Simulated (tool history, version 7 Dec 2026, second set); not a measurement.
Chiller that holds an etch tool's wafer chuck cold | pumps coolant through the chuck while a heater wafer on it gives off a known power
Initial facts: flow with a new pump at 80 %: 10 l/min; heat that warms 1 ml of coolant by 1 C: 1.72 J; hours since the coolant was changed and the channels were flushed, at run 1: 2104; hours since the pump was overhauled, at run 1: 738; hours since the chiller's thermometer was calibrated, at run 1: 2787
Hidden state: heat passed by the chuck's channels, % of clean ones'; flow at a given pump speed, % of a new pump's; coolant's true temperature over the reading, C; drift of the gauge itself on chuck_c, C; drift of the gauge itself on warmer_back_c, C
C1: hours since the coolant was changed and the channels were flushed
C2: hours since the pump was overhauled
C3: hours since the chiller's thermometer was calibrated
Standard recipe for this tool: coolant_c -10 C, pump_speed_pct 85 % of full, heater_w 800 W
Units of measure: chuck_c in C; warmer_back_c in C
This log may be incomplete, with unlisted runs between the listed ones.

{"run": 1, "hour": 0.0, "coolant_c": -10, "pump_speed_pct": 85, "heater_w": 800, "C1": 2104, "C2": 738, "C3": 2787, "chuck_c": -3.1, "warmer_back_c": 2.58}
{"run": 2, "hour": 44.3, "coolant_c": -10, "pump_speed_pct": 85, "heater_w": 800, "C1": 2148, "C2": 783, "C3": 2831, "chuck_c": -3.3, "warmer_back_c": 2.57}
{"run": 3, "hour": 97.1, "coolant_c": -10, "pump_speed_pct": 85, "heater_w": 800, "C1": 2201, "C2": 835, "C3": 2884, "chuck_c": -2.9, "warmer_back_c": 2.65}
{"run": 4, "hour": 161.3, "coolant_c": -10, "pump_speed_pct": 85, "heater_w": 800, "C1": 2265, "C2": 900, "C3": 2948, "chuck_c": -3.1, "warmer_back_c": 2.59}
{"run": 5, "hour": 243.1, "coolant_c": -10, "pump_speed_pct": 76, "heater_w": 800, "C1": 2347, "C2": 981, "C3": 3030, "chuck_c": -2.4, "warmer_back_c": 2.97}
{"run": 6, "hour": 286.4, "coolant_c": -6, "pump_speed_pct": 85, "heater_w": 800, "C1": 2390, "C2": 1025, "C3": 3073, "chuck_c": 1.1, "warmer_back_c": 2.62}
{"run": 7, "hour": 362.5, "coolant_c": -6, "pump_speed_pct": 85, "heater_w": 800, "C1": 2467, "C2": 1101, "C3": 3149, "chuck_c": 0.8, "warmer_back_c": 2.65}
{"run": 8, "hour": 447.4, "coolant_c": -6, "pump_speed_pct": 85, "heater_w": 800, "C1": 2551, "C2": 1186, "C3": 3234, "chuck_c": 1.1, "warmer_back_c": 2.67}
{"run": 9, "hour": 537.1, "coolant_c": -10, "pump_speed_pct": 93, "heater_w": 800, "C1": 2641, "C2": 1275, "C3": 3324, "chuck_c": -3.5, "warmer_back_c": 2.46}
{"run": 10, "hour": 610.2, "coolant_c": -7, "pump_speed_pct": 93, "heater_w": 800, "C1": 2714, "C2": 1349, "C3": 3397, "chuck_c": -0.7, "warmer_back_c": 2.43}
{"run": 11, "hour": 658.4, "coolant_c": -7, "pump_speed_pct": 93, "heater_w": 800, "C1": 2762, "C2": 1397, "C3": 3445, "chuck_c": -0.6, "warmer_back_c": 2.45}
{"run": 12, "hour": 760.7, "coolant_c": -10, "pump_speed_pct": 80, "heater_w": 920, "C1": 2865, "C2": 1499, "C3": 3548, "chuck_c": -1.6, "warmer_back_c": 3.32}
{"hour": 770.7, "done": "chiller's thermometer calibrated"}
{"run": 13, "hour": 838.4, "coolant_c": -14, "pump_speed_pct": 85, "heater_w": 788, "C1": 2941, "C2": 1576, "C3": 68, "chuck_c": -7, "warmer_back_c": 2.64}
{"run": 14, "hour": 918.2, "coolant_c": -14, "pump_speed_pct": 85, "heater_w": 788, "C1": 3021, "C2": 1656, "C3": 148, "chuck_c": -7.1, "warmer_back_c": 2.68}
{"run": 15, "hour": 997.6, "coolant_c": -14, "pump_speed_pct": 85, "heater_w": 788, "C1": 3101, "C2": 1735, "C3": 227, "chuck_c": -7.2, "warmer_back_c": 2.77}
{"run": 16, "hour": 1065.7, "coolant_c": -10, "pump_speed_pct": 85, "heater_w": 447, "C1": 3169, "C2": 1803, "C3": 295, "chuck_c": -6, "warmer_back_c": 1.61}
{"run": 17, "hour": 1157.6, "coolant_c": -10, "pump_speed_pct": 74, "heater_w": 1092, "C1": 3261, "C2": 1895, "C3": 387, "chuck_c": 0.5, "warmer_back_c": 4.27}
{"hour": 1223.4, "done": "gauge calibrated"}
{"run": 18, "hour": 1255.1, "coolant_c": -16, "pump_speed_pct": 85, "heater_w": 579, "C1": 3358, "C2": 1992, "C3": 484, "chuck_c": -11, "warmer_back_c": 1.93}
{"run": 19, "hour": 1355.7, "coolant_c": -10, "pump_speed_pct": 85, "heater_w": 1045, "C1": 3459, "C2": 2093, "C3": 585, "chuck_c": -1, "warmer_back_c": 3.38}
{"run": 20, "hour": 1451.1, "coolant_c": -10, "pump_speed_pct": 85, "heater_w": 1045, "C1": 3554, "C2": 2188, "C3": 680, "chuck_c": -1, "warmer_back_c": 3.39}
{"run": 21, "hour": 1513.2, "coolant_c": -10, "pump_speed_pct": 85, "heater_w": 1045, "C1": 3616, "C2": 2251, "C3": 743, "chuck_c": -1, "warmer_back_c": 3.42}

How would selected steps in warmer_back_c from run to run divide? Give the signed amount a tool lacking its hidden state would still show from settings, what came in and random variation, and the signed amount left for the hidden state, including any gauge scatter that is not in both of the compared results.
Run 1 -> 2: nothing adjusted, nothing logged. warmer_back_c -0.01 C: hidden state +0.01, all else -0.02.
Run 16 -> 17: pump_speed_pct 85 -> 74, heater_w 447 -> 1092. warmer_back_c +2.66 C: hidden state +0.01, all else +2.65.
Run 17 -> 18: coolant_c -10 -> -16, pump_speed_pct 74 -> 85, heater_w 1092 -> 579, gauge calibrated. warmer_back_c -2.34 C: hidden state -0.14, all else -2.2.

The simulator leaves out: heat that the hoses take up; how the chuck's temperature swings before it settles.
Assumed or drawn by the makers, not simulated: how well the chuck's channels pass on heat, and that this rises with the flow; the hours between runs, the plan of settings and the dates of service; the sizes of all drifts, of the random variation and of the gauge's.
